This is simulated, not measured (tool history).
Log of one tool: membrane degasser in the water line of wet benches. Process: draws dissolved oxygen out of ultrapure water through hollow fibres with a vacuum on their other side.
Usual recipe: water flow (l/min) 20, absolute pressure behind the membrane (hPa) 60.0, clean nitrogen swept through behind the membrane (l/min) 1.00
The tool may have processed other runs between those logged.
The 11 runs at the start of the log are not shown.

run	hour	water flow (l/min)	absolute pressure behind the membrane (hPa)	clean nitrogen swept through behind the membrane (l/min)	dissolved oxygen in the water behind the degasser (ppb)	pressure that the water loses in the fibres (hPa)
12	632.0	19	60.0	1.00	140.3	238.7
13	691.8	19	60.0	1.00	139.7	237.9
14	762.9	19	60.0	1.00	138.4	235.6
15	832.5	19	60.0	1.00	140.2	236.2
16	888.5	19	60.0	1.00	138.5	238.4
17	958.0	26	38.2	1.66	61.4	325.3
18	1035.7	23	94.7	1.00	335.4	286.6
19	1089.4	23	94.7	1.00	337.1	288.0
20	1138.5	14	60.0	0.43	198.2	175.0
21	1205.5	14	60.0	0.43	199.6	172.0
22	1280.6	14	60.0	0.43	195.3	174.2
23	1365.0	28	70.5	0.45	464.2	345.6
24	1441.8	28	70.5	0.45	456.2	353.8

What will run 25 give?
25	1479.6	28	70.5	0.45	?	?

{"run 25": {"dissolved oxygen in the water behind the degasser (ppb)": 458.8, "pressure that the water loses in the fibres (hPa)": 349.8}}
Take away the tool's hidden state, keep the run-to-run variation as it was, and the same run would have given dissolved oxygen in the water behind the degasser (ppb) 458.8, pressure that the water loses in the fibres (hPa) 349.8.

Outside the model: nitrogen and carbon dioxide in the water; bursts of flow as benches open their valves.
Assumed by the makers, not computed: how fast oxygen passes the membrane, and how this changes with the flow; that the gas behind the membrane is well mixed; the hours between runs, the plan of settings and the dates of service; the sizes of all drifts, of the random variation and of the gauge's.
